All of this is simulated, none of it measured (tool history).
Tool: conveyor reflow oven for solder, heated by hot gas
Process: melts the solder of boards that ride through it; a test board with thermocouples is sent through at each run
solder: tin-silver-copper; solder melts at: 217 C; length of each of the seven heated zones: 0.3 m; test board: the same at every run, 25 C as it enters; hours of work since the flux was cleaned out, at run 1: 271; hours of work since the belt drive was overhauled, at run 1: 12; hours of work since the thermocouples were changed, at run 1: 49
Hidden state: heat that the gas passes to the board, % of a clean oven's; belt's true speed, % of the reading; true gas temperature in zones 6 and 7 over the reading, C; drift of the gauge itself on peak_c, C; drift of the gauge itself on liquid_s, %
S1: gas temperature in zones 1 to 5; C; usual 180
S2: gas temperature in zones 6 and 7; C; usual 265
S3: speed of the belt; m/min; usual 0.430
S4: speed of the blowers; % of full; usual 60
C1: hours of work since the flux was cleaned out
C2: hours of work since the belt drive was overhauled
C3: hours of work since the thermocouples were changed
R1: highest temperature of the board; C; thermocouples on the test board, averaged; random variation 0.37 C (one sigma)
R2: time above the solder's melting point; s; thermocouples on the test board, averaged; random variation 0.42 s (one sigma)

{"run": 1, "day": 0.0, "S1": 180, "S2": 265, "S3": 0.43, "S4": 60, "C1": 271, "C2": 12, "C3": 49, "R1": 243.4, "R2": 53.6}
{"run": 2, "day": 0.5, "S1": 180, "S2": 265, "S3": 0.43, "S4": 60, "C1": 276, "C2": 18, "C3": 54, "R1": 242.6, "R2": 54.5}
{"run": 3, "day": 0.925, "S1": 180, "S2": 265, "S3": 0.43, "S4": 60, "C1": 281, "C2": 23, "C3": 59, "R1": 242.8, "R2": 53.7}
{"run": 4, "day": 1.204, "S1": 180, "S2": 265, "S3": 0.43, "S4": 60, "C1": 284, "C2": 26, "C3": 62, "R1": 243.6, "R2": 54.0}
{"run": 5, "day": 1.525, "S1": 170, "S2": 265, "S3": 0.43, "S4": 60, "C1": 288, "C2": 30, "C3": 66, "R1": 240.3, "R2": 47.0}
{"run": 6, "day": 2.046, "S1": 170, "S2": 265, "S3": 0.467, "S4": 60, "C1": 294, "C2": 35, "C3": 71, "R1": 237.2, "R2": 38.4}
{"run": 7, "day": 2.567, "S1": 170, "S2": 265, "S3": 0.467, "S4": 60, "C1": 300, "C2": 41, "C3": 77, "R1": 237.0, "R2": 38.4}
{"run": 8, "day": 2.875, "S1": 170, "S2": 265, "S3": 0.467, "S4": 60, "C1": 303, "C2": 45, "C3": 81, "R1": 236.7, "R2": 38.8}
{"run": 9, "day": 3.408, "S1": 170, "S2": 265, "S3": 0.467, "S4": 60, "C1": 309, "C2": 51, "C3": 87, "R1": 237.2, "R2": 38.1}
{"run": 10, "day": 3.95, "S1": 170, "S2": 265, "S3": 0.467, "S4": 60, "C1": 315, "C2": 57, "C3": 93, "R1": 237.0, "R2": 37.9}
{"run": 11, "day": 4.258, "S1": 170, "S2": 265, "S3": 0.467, "S4": 60, "C1": 318, "C2": 60, "C3": 96, "R1": 236.0, "R2": 38.6}
{"run": 12, "day": 4.771, "S1": 180, "S2": 275, "S3": 0.43, "S4": 60, "C1": 324, "C2": 66, "C3": 102, "R1": 250.5, "R2": 61.6}
{"run": 13, "day": 5.075, "S1": 180, "S2": 275, "S3": 0.43, "S4": 60, "C1": 328, "C2": 69, "C3": 105, "R1": 250.1, "R2": 60.6}
{"run": 14, "day": 5.375, "S1": 166, "S2": 275, "S3": 0.43, "S4": 60, "C1": 331, "C2": 73, "C3": 109, "R1": 247.2, "R2": 52.2}
{"run": 15, "day": 5.612, "S1": 180, "S2": 265, "S3": 0.398, "S4": 60, "C1": 334, "C2": 75, "C3": 111, "R1": 245.3, "R2": 62.3}
{"run": 16, "day": 6.046, "S1": 180, "S2": 265, "S3": 0.398, "S4": 60, "C1": 338, "C2": 80, "C3": 116, "R1": 245.9, "R2": 62.2}
{"run": 17, "day": 6.617, "S1": 180, "S2": 275, "S3": 0.398, "S4": 67, "C1": 345, "C2": 86, "C3": 122, "R1": 254.4, "R2": 71.5}
{"run": 18, "day": 6.958, "S1": 194, "S2": 265, "S3": 0.494, "S4": 60, "C1": 349, "C2": 90, "C3": 126, "R1": 241.2, "R2": 49.8}
{"run": 19, "day": 7.462, "S1": 194, "S2": 265, "S3": 0.494, "S4": 60, "C1": 354, "C2": 96, "C3": 132, "R1": 240.7, "R2": 49.1}
{"run": 20, "day": 7.925, "S1": 179, "S2": 265, "S3": 0.405, "S4": 61, "C1": 359, "C2": 101, "C3": 137, "R1": 244.7, "R2": 59.4}
{"day": 8.229, "done": "flux residue cleaned out of gas plates and filters"}
{"run": 21, "day": 8.658, "S1": 195, "S2": 277, "S3": 0.49, "S4": 87, "C1": 5, "C2": 107, "C3": 143, "R1": 259.2, "R2": 66.9}
{"run": 22, "day": 9.046, "S1": 194, "S2": 264, "S3": 0.49, "S4": 88, "C1": 9, "C2": 111, "C3": 147, "R1": 248.4, "R2": 59.2}
{"run": 23, "day": 9.529, "S1": 177, "S2": 264, "S3": 0.49, "S4": 72, "C1": 15, "C2": 117, "C3": 153, "R1": 241.3, "R2": 44.8}
{"run": 24, "day": 9.771, "S1": 177, "S2": 264, "S3": 0.49, "S4": 72, "C1": 17, "C2": 119, "C3": 155, "R1": 241.7, "R2": 45.1}
{"run": 25, "day": 10.179, "S1": 180, "S2": 265, "S3": 0.43, "S4": 60, "C1": 22, "C2": 124, "C3": 160, "R1": 244.3, "R2": 57.0}
{"run": 26, "day": 10.483, "S1": 180, "S2": 265, "S3": 0.43, "S4": 60, "C1": 25, "C2": 127, "C3": 163, "R1": 245.1, "R2": 56.7}
{"run": 27, "day": 10.862, "S1": 180, "S2": 265, "S3": 0.43, "S4": 73, "C1": 29, "C2": 132, "C3": 168, "R1": 248.4, "R2": 60.8}
{"run": 28, "day": 11.304, "S1": 193, "S2": 265, "S3": 0.43, "S4": 71, "C1": 34, "C2": 137, "C3": 173, "R1": 250.0, "R2": 69.3}
{"run": 29, "day": 11.721, "S1": 180, "S2": 271, "S3": 0.43, "S4": 69, "C1": 39, "C2": 141, "C3": 177, "R1": 251.4, "R2": 64.0}
{"run": 30, "day": 12.05, "S1": 180, "S2": 265, "S3": 0.483, "S4": 55, "C1": 43, "C2": 145, "C3": 181, "R1": 238.5, "R2": 42.2}
{"run": 31, "day": 12.496, "S1": 187, "S2": 265, "S3": 0.461, "S4": 76, "C1": 48, "C2": 150, "C3": 186, "R1": 247.1, "R2": 58.8}
{"run": 32, "day": 13.038, "S1": 171, "S2": 265, "S3": 0.449, "S4": 60, "C1": 54, "C2": 156, "C3": 192, "R1": 240.8, "R2": 45.4}

Measured less the same run without the tool's hidden state. The same run-to-run variation is in both; the gauge's scatter may not be:
run=1 R1=-2.1 R2=-2.8
run=2 R1=-2.1 R2=-2.9
run=3 R1=-2.1 R2=-3.0
run=4 R1=-2.2 R2=-3.0
run=5 R1=-2.4 R2=-3.5
run=6 R1=-2.7 R2=-3.8
run=7 R1=-2.7 R2=-3.9
run=8 R1=-2.7 R2=-4.0
run=9 R1=-2.8 R2=-4.0
run=10 R1=-2.8 R2=-4.1
run=11 R1=-2.9 R2=-4.1
run=12 R1=-2.7 R2=-2.8
run=13 R1=-2.7 R2=-2.9
run=14 R1=-3.1 R2=-3.5
run=15 R1=-2.3 R2=-3.1
run=16 R1=-2.4 R2=-3.2
run=17 R1=-2.7 R2=-2.5
run=18 R1=-2.7 R2=-3.7
run=19 R1=-2.7 R2=-3.7
run=20 R1=-2.6 R2=-3.5
run=21 R1=-0.4 R2=-0.1
run=22 R1=-0.4 R2=-0.2
run=23 R1=-0.5 R2=-0.4
run=24 R1=-0.5 R2=-0.4
run=25 R1=-0.5 R2=-0.4
run=26 R1=-0.5 R2=-0.4
run=27 R1=-0.5 R2=-0.5
run=28 R1=-0.5 R2=-0.3
run=29 R1=-0.6 R2=-0.4
run=30 R1=-0.6 R2=-0.8
run=31 R1=-0.7 R2=-0.5
run=32 R1=-0.7 R2=-0.8

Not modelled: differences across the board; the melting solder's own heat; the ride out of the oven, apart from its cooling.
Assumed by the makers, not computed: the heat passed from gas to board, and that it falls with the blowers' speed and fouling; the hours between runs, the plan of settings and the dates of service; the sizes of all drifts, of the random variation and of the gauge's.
